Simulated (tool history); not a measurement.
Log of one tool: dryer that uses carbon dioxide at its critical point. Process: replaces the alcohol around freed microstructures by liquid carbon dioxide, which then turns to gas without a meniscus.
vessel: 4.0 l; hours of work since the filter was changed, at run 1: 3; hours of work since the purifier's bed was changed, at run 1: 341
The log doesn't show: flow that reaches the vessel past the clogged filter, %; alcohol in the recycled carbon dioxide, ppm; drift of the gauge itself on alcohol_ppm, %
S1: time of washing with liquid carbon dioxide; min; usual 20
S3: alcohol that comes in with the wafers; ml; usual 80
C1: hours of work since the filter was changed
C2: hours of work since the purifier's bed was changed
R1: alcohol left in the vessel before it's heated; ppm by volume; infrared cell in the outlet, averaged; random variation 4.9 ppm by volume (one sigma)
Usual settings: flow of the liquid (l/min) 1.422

Run 1, day 0: usual settings; C1 3; C2 341. Result: R1 52 ppm by volume.
Run 2, day 0.321: usual settings but S3 56 ml; C1 9; C2 347. Result: R1 53 ppm by volume.
Run 3, day 0.65: usual settings but S3 56 ml; C1 15; C2 353. Result: R1 48 ppm by volume.
Run 4, day 1.175: usual settings but S3 56 ml; C1 25; C2 363. Result: R1 43 ppm by volume.
Run 5, day 1.592: usual settings but S3 56 ml; C1 33; C2 371. Result: R1 52 ppm by volume.
Run 6, day 2.083: usual settings but flow of the liquid (l/min) 1.65, S3 56 ml; C1 42; C2 380. Result: R1 49 ppm by volume.
Run 7, day 2.525: usual settings but flow of the liquid (l/min) 1.65, S3 56 ml; C1 50; C2 388. Result: R1 46 ppm by volume.
Run 8, day 2.958: usual settings but S1 18 min, flow of the liquid (l/min) 1.29; C1 58; C2 396. Result: R1 109 ppm by volume.
Run 9, day 3.5: usual settings but S1 19 min, flow of the liquid (l/min) 1.09; C1 68; C2 406. Result: R1 165 ppm by volume.
Run 10, day 3.875: usual settings but S1 19 min, flow of the liquid (l/min) 1.09; C1 75; C2 413. Result: R1 167 ppm by volume.
Run 11, day 4.454: usual settings but S1 28 min, flow of the liquid (l/min) 1.82, S3 47 ml; C1 86; C2 424. Result: R1 49 ppm by volume.
Run 12, day 5.029: usual settings but S1 18 min, flow of the liquid (l/min) 1.61, S3 47 ml; C1 96; C2 435. Result: R1 70 ppm by volume.
Run 13, day 5.575: usual settings but S1 21 min, flow of the liquid (l/min) 1.11, S3 47 ml; C1 107; C2 445. Result: R1 89 ppm by volume.

Forecast run 14:
Run 14, day 5.917: usual settings but S1 21 min, flow of the liquid (l/min) 1.35, S3 84 ml; C1 113; C2 451. Result: R1 ?.

Run 14 gave R1 73 ppm by volume.
Without the tool's hidden state the same run would have given R1 28 ppm by volume.
